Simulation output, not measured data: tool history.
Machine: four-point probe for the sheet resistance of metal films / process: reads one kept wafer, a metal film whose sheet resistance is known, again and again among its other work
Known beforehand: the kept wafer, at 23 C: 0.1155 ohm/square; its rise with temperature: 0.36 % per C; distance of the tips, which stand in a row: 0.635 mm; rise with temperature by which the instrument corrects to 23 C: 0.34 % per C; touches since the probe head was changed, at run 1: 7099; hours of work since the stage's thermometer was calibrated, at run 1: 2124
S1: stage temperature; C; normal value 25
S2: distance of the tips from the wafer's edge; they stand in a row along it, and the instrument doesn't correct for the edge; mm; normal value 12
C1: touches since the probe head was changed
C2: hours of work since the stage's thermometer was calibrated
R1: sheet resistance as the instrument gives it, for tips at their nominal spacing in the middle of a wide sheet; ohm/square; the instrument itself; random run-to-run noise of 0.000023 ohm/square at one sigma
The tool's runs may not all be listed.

run,hour,S1,S2,C1,C2,R1
1,0.0,25,12,7099,2124,0.115711
2,45.2,25,12,8177,2159,0.115749
3,87.4,25,12,9181,2192,0.115694
4,116.1,25,12,9865,2215,0.115705
5,148.5,25,12,10637,2240,0.115723
6,178.1,25,5,11342,2263,0.116569
7,225.5,25,12,12473,2300,0.115684
8,259.2,25,12,13276,2326,0.115728
9,280.4,25,12,13782,2342,0.115695
10,327.0,25,12,14891,2378,0.115733
11,349.1,25,12,15419,2396,0.115734
12,370.9,25,12,15938,2413,0.115714
13,413.3,25,25,16948,2446,0.115597
14,450.5,25,9,17834,2474,0.115875
15,472.1,25,9,18349,2491,0.115869
16,519.0,25,9,19466,2528,0.115859
# hour 522.2: stage's thermometer calibrated
17,557.8,35,5,20378,28,0.116876
18,582.3,24,12,20963,47,0.115734
19,607.0,24,12,21552,66,0.115830
20,650.0,19,10,22577,99,0.115734
21,676.8,19,25,23214,120,0.115581
22,719.1,19,25,24223,153,0.115525
23,763.0,19,25,25268,187,0.115528
# hour 787.5: stage's thermometer calibrated, once more
24,808.2,34,34,26334,16,0.115403
25,850.6,34,34,27344,49,0.115406
26,895.7,20,51,28419,84,0.114986
27,919.5,21,3,28987,103,0.117721
28,939.6,35,14,29465,118,0.115475
29,964.3,35,14,30054,137,0.115522
30,1010.2,26,18,31148,173,0.115220
31,1045.3,29,48,31985,200,0.115191
32,1070.4,23,22,32582,220,0.115097

How the hidden state differs across the entries between the runs, from the last listed run before each to the first after it:
Between runs 16 and 17: stage's thermometer calibrated (hour 522.2)
  inner tips' distance over the nominal, %: -0.26 -> -0.264; tips' flats over new ones', %: 11 -> 12; wafer's true temperature over the reading, C: 0.76 -> 1.02
  what was measured, less what the result would be without the hidden state, R1: -0.000012 -> +0.000079 ohm/square
Between runs 23 and 24: stage's thermometer calibrated, once more (hour 787.5)
  inner tips' distance over the nominal, %: -0.284 -> -0.289; wafer's true temperature over the reading, C: 1.08 -> -0.17
  what was measured, less what the result would be without the hidden state, R1: +0.000100 -> -0.000431 ohm/square
